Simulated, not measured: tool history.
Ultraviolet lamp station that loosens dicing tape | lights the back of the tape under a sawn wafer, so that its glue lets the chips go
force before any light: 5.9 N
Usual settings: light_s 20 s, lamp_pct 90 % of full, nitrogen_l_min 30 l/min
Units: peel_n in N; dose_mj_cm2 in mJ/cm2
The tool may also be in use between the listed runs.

{"run": 1, "day": 0.0, "light_s": 20, "lamp_pct": 90, "nitrogen_l_min": 30, "peel_n": 0.856, "dose_mj_cm2": 413}
{"run": 2, "day": 0.812, "light_s": 20, "lamp_pct": 90, "nitrogen_l_min": 30, "peel_n": 0.899, "dose_mj_cm2": 419}
{"run": 3, "day": 2.346, "light_s": 20, "lamp_pct": 90, "nitrogen_l_min": 30, "peel_n": 0.918, "dose_mj_cm2": 405}
{"run": 4, "day": 4.121, "light_s": 20, "lamp_pct": 90, "nitrogen_l_min": 30, "peel_n": 0.947, "dose_mj_cm2": 399}
{"day": 5.204, "done": "window cleaned of glue's vapour"}
{"run": 5, "day": 5.217, "light_s": 20, "lamp_pct": 90, "nitrogen_l_min": 30, "peel_n": 0.697, "dose_mj_cm2": 469}
{"run": 6, "day": 6.121, "light_s": 20, "lamp_pct": 90, "nitrogen_l_min": 30, "peel_n": 0.712, "dose_mj_cm2": 470}
{"run": 7, "day": 7.533, "light_s": 20, "lamp_pct": 90, "nitrogen_l_min": 30, "peel_n": 0.716, "dose_mj_cm2": 461}
{"run": 8, "day": 8.583, "light_s": 20, "lamp_pct": 90, "nitrogen_l_min": 30, "peel_n": 0.739, "dose_mj_cm2": 459}
{"run": 9, "day": 10.208, "light_s": 20, "lamp_pct": 90, "nitrogen_l_min": 30, "peel_n": 0.752, "dose_mj_cm2": 457}
{"run": 10, "day": 11.488, "light_s": 20, "lamp_pct": 82, "nitrogen_l_min": 30, "peel_n": 0.91, "dose_mj_cm2": 412}
{"run": 11, "day": 12.75, "light_s": 20, "lamp_pct": 82, "nitrogen_l_min": 30, "peel_n": 0.967, "dose_mj_cm2": 400}
{"run": 12, "day": 14.017, "light_s": 20, "lamp_pct": 82, "nitrogen_l_min": 29, "peel_n": 0.952, "dose_mj_cm2": 395}
{"run": 13, "day": 15.704, "light_s": 20, "lamp_pct": 82, "nitrogen_l_min": 29, "peel_n": 1.007, "dose_mj_cm2": 394}
{"run": 14, "day": 17.154, "light_s": 20, "lamp_pct": 64, "nitrogen_l_min": 30, "peel_n": 1.409, "dose_mj_cm2": 304}
{"run": 15, "day": 18.2, "light_s": 20, "lamp_pct": 64, "nitrogen_l_min": 30, "peel_n": 1.417, "dose_mj_cm2": 304}
{"run": 16, "day": 19.558, "light_s": 20, "lamp_pct": 64, "nitrogen_l_min": 30, "peel_n": 1.416, "dose_mj_cm2": 298}
{"run": 17, "day": 21.321, "light_s": 20, "lamp_pct": 90, "nitrogen_l_min": 30, "peel_n": 0.894, "dose_mj_cm2": 417}
{"run": 18, "day": 23.0, "light_s": 20, "lamp_pct": 90, "nitrogen_l_min": 30, "peel_n": 0.909, "dose_mj_cm2": 405}
{"run": 19, "day": 24.608, "light_s": 20, "lamp_pct": 90, "nitrogen_l_min": 30, "peel_n": 0.946, "dose_mj_cm2": 400}
{"run": 20, "day": 25.567, "light_s": 20, "lamp_pct": 90, "nitrogen_l_min": 20, "peel_n": 1.179, "dose_mj_cm2": 394}
{"run": 21, "day": 27.233, "light_s": 20, "lamp_pct": 86, "nitrogen_l_min": 20, "peel_n": 1.253, "dose_mj_cm2": 376}
{"run": 22, "day": 28.558, "light_s": 11, "lamp_pct": 71, "nitrogen_l_min": 20, "peel_n": 2.943, "dose_mj_cm2": 165}
{"run": 23, "day": 29.317, "light_s": 11, "lamp_pct": 71, "nitrogen_l_min": 20, "peel_n": 2.8, "dose_mj_cm2": 166}
{"run": 24, "day": 30.7, "light_s": 14, "lamp_pct": 90, "nitrogen_l_min": 30, "peel_n": 1.597, "dose_mj_cm2": 270}
{"run": 25, "day": 31.979, "light_s": 14, "lamp_pct": 90, "nitrogen_l_min": 30, "peel_n": 1.672, "dose_mj_cm2": 262}
{"run": 26, "day": 33.504, "light_s": 18, "lamp_pct": 90, "nitrogen_l_min": 59, "peel_n": 0.905, "dose_mj_cm2": 337}
{"run": 27, "day": 34.262, "light_s": 12, "lamp_pct": 62, "nitrogen_l_min": 13, "peel_n": 3.425, "dose_mj_cm2": 153}
{"run": 28, "day": 35.162, "light_s": 23, "lamp_pct": 99, "nitrogen_l_min": 13, "peel_n": 1.117, "dose_mj_cm2": 460}
{"run": 29, "day": 36.679, "light_s": 28, "lamp_pct": 64, "nitrogen_l_min": 13, "peel_n": 1.643, "dose_mj_cm2": 363}
{"run": 30, "day": 37.442, "light_s": 17, "lamp_pct": 78, "nitrogen_l_min": 13, "peel_n": 2.277, "dose_mj_cm2": 268}
{"day": 38.342, "done": "lamp changed"}
{"run": 31, "day": 38.429, "light_s": 17, "lamp_pct": 78, "nitrogen_l_min": 13, "peel_n": 1.737, "dose_mj_cm2": 338}
{"run": 32, "day": 39.967, "light_s": 19, "lamp_pct": 76, "nitrogen_l_min": 46, "peel_n": 0.88, "dose_mj_cm2": 367}
{"run": 33, "day": 41.283, "light_s": 19, "lamp_pct": 76, "nitrogen_l_min": 46, "peel_n": 0.901, "dose_mj_cm2": 360}
{"run": 34, "day": 42.117, "light_s": 18, "lamp_pct": 90, "nitrogen_l_min": 44, "peel_n": 0.716, "dose_mj_cm2": 403}
{"run": 35, "day": 43.125, "light_s": 10, "lamp_pct": 66, "nitrogen_l_min": 13, "peel_n": 3.216, "dose_mj_cm2": 166}
{"run": 36, "day": 44.154, "light_s": 10, "lamp_pct": 66, "nitrogen_l_min": 13, "peel_n": 3.249, "dose_mj_cm2": 162}
{"run": 37, "day": 45.846, "light_s": 10, "lamp_pct": 66, "nitrogen_l_min": 13, "peel_n": 3.382, "dose_mj_cm2": 161}
{"day": 46.292, "done": "window cleaned of glue's vapour"}
{"run": 38, "day": 46.979, "light_s": 10, "lamp_pct": 66, "nitrogen_l_min": 13, "peel_n": 3.069, "dose_mj_cm2": 184}
{"run": 39, "day": 48.246, "light_s": 10, "lamp_pct": 66, "nitrogen_l_min": 13, "peel_n": 2.999, "dose_mj_cm2": 183}
{"run": 40, "day": 49.129, "light_s": 10, "lamp_pct": 66, "nitrogen_l_min": 13, "peel_n": 3.074, "dose_mj_cm2": 180}
{"run": 41, "day": 49.958, "light_s": 10, "lamp_pct": 66, "nitrogen_l_min": 13, "peel_n": 3.013, "dose_mj_cm2": 181}
{"run": 42, "day": 51.188, "light_s": 28, "lamp_pct": 65, "nitrogen_l_min": 12, "peel_n": 1.092, "dose_mj_cm2": 489}

Forecast each of these 4 alternatives for the next run:
{"run": "A", "day": 52.046, "light_s": 31, "lamp_pct": 81, "nitrogen_l_min": 26, "peel_n": "?", "dose_mj_cm2": "?"}
{"run": "B", "day": 52.046, "light_s": 15, "lamp_pct": 90, "nitrogen_l_min": 14, "peel_n": "?", "dose_mj_cm2": "?"}
{"run": "C", "day": 52.046, "light_s": 20, "lamp_pct": 82, "nitrogen_l_min": 31, "peel_n": "?", "dose_mj_cm2": "?"}
{"run": "D", "day": 52.046, "light_s": 14, "lamp_pct": 99, "nitrogen_l_min": 17, "peel_n": "?", "dose_mj_cm2": "?"}

run=A peel_n=0.414 dose_mj_cm2=663
run=B peel_n=1.578 dose_mj_cm2=357
run=C peel_n=0.772 dose_mj_cm2=435
run=D peel_n=1.4 dose_mj_cm2=368
Without the tool's hidden state the same runs would have given:
run=A peel_n=0.355 dose_mj_cm2=729
run=B peel_n=1.399 dose_mj_cm2=392
run=C peel_n=0.657 dose_mj_cm2=477
run=D peel_n=1.23 dose_mj_cm2=404
